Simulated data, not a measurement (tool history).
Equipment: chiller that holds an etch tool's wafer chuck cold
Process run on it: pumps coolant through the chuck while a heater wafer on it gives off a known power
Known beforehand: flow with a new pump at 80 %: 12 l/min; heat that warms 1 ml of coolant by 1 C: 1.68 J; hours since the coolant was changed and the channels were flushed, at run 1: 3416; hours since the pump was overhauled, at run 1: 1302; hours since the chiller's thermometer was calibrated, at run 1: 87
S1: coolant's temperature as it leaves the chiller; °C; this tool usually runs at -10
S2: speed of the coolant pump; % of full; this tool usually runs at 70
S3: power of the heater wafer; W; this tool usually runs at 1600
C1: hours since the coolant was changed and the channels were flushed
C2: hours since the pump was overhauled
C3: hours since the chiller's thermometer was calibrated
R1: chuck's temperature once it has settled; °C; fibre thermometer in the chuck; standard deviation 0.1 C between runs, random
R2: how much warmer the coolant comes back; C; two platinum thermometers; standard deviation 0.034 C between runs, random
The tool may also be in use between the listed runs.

run 1 hour=0.0 | S1=-10 S2=70 S3=1600 | C1=3416 C2=1302 C3=87 | R1=4.1 R2=5.60
run 2 hour=40.2 | S1=-10 S2=70 S3=1600 | C1=3456 C2=1342 C3=127 | R1=4.2 R2=5.56
run 3 hour=77.5 | S1=-10 S2=70 S3=1600 | C1=3494 C2=1379 C3=165 | R1=4.1 R2=5.58
run 4 hour=127.2 | S1=-10 S2=70 S3=1403 | C1=3543 C2=1429 C3=214 | R1=2.3 R2=4.91
run 5 hour=154.0 | S1=-10 S2=70 S3=1403 | C1=3570 C2=1456 C3=241 | R1=2.4 R2=4.85
run 6 hour=189.8 | S1=-10 S2=70 S3=1403 | C1=3606 C2=1492 C3=277 | R1=2.4 R2=4.84
run 7 hour=226.5 | S1=-10 S2=70 S3=1403 | C1=3643 C2=1528 C3=314 | R1=2.4 R2=4.91
run 8 hour=252.9 | S1=-10 S2=70 S3=1403 | C1=3669 C2=1555 C3=340 | R1=2.2 R2=4.94
run 9 hour=293.5 | S1=-10 S2=63 S3=965 | C1=3710 C2=1595 C3=381 | R1=-0.6 R2=3.78
run 10 hour=336.6 | S1=-10 S2=63 S3=965 | C1=3753 C2=1638 C3=424 | R1=-0.6 R2=3.77
-- hour=344.5 coolant pump overhauled
run 11 hour=370.1 | S1=-10 S2=63 S3=965 | C1=3781 C2=26 C3=452 | R1=-0.7 R2=3.77
run 12 hour=397.3 | S1=-4 S2=62 S3=1600 | C1=3809 C2=53 C3=480 | R1=11.9 R2=6.39
run 13 hour=428.3 | S1=-4 S2=72 S3=1354 | C1=3840 C2=84 C3=511 | R1=8.0 R2=4.64
run 14 hour=470.9 | S1=-13 S2=90 S3=1118 | C1=3882 C2=126 C3=553 | R1=-4.8 R2=3.06
run 15 hour=523.8 | S1=-13 S2=90 S3=1118 | C1=3935 C2=179 C3=606 | R1=-5.0 R2=3.07
run 16 hour=556.0 | S1=-16 S2=63 S3=1526 | C1=3967 C2=211 C3=638 | R1=-1.1 R2=6.00

Below are 5 alternative next runs, each starting from the tool's condition after run 16. Predict each:
run A hour=606.4 | S1=-10 S2=89 S3=1953 | C1=4018 C2=262 C3=689 | R1=? R2=?
run B hour=606.4 | S1=-16 S2=63 S3=986 | C1=4018 C2=262 C3=689 | R1=? R2=?
run C hour=606.4 | S1=-14 S2=80 S3=1600 | C1=4018 C2=262 C3=689 | R1=? R2=?
run D hour=606.4 | S1=-2 S2=92 S3=1658 | C1=4018 C2=262 C3=689 | R1=? R2=?
run E hour=606.4 | S1=-10 S2=70 S3=2238 | C1=4018 C2=262 C3=689 | R1=? R2=?

run=A R1=4.2 R2=5.34
run=B R1=-6.3 R2=3.86
run=C R1=-1.3 R2=4.89
run=D R1=9.7 R2=4.40
run=E R1=10.0 R2=7.93
Without the tool's unlogged condition, the same runs would have read:
run=A R1=3.0 R2=5.15
run=B R1=-7.1 R2=3.72
run=C R1=-2.3 R2=4.72
run=D R1=8.7 R2=4.25
run=E R1=8.3 R2=7.65
